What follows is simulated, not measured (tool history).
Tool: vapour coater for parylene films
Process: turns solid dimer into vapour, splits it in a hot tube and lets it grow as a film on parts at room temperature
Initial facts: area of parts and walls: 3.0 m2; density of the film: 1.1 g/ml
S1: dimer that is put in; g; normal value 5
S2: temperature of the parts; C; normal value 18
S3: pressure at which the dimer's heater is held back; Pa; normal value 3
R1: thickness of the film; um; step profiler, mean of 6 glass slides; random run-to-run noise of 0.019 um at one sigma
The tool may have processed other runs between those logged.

Run 1, hour 0: usual settings. Result: R1 1.04 um.
Run 2, hour 18.3: usual settings. Result: R1 1.02 um.
Run 3, hour 43: usual settings but S1 2 g. Result: R1 0.44 um.
Run 4, hour 64.1: usual settings but S1 2 g. Result: R1 0.41 um.
Run 5, hour 79.8: usual settings but S1 2 g. Result: R1 0.37 um.
Run 6, hour 96.3: usual settings. Result: R1 1.02 um.
Run 7, hour 109.3: usual settings but S1 2 g, S2 13 C. Result: R1 0.51 um.
Run 8, hour 128.3: usual settings but S3 6.83 Pa. Result: R1 0.83 um.
Run 9, hour 144.3: usual settings but S1 3 g, S2 27 C, S3 10.85 Pa. Result: R1 0.3 um.
Run 10, hour 163.3: usual settings but S1 3 g, S2 11 C, S3 2.25 Pa. Result: R1 0.83 um.
Run 11, hour 179.2: usual settings but S1 3 g, S2 29 C, S3 9.22 Pa. Result: R1 0.32 um.
Run 12, hour 195.4: usual settings but S1 3 g, S2 19 C, S3 2.12 Pa. Result: R1 0.64 um.

Predict each of these 3 candidate next runs independently; none follows another, all start after run 12:
Run A, hour 212.6: usual settings but S2 13 C. Result: R1 ?.
Run B, hour 212.6: usual settings but S1 6 g, S2 19 C, S3 3.55 Pa. Result: R1 ?.
Run C, hour 212.6: usual settings but S2 19 C. Result: R1 ?.

run    R1
  A  1.25
  B  1.13
  C  0.96
Had the tool no hidden state, the same runs would have come out as:
run    R1
  A  1.33
  B   1.2
  C  1.02
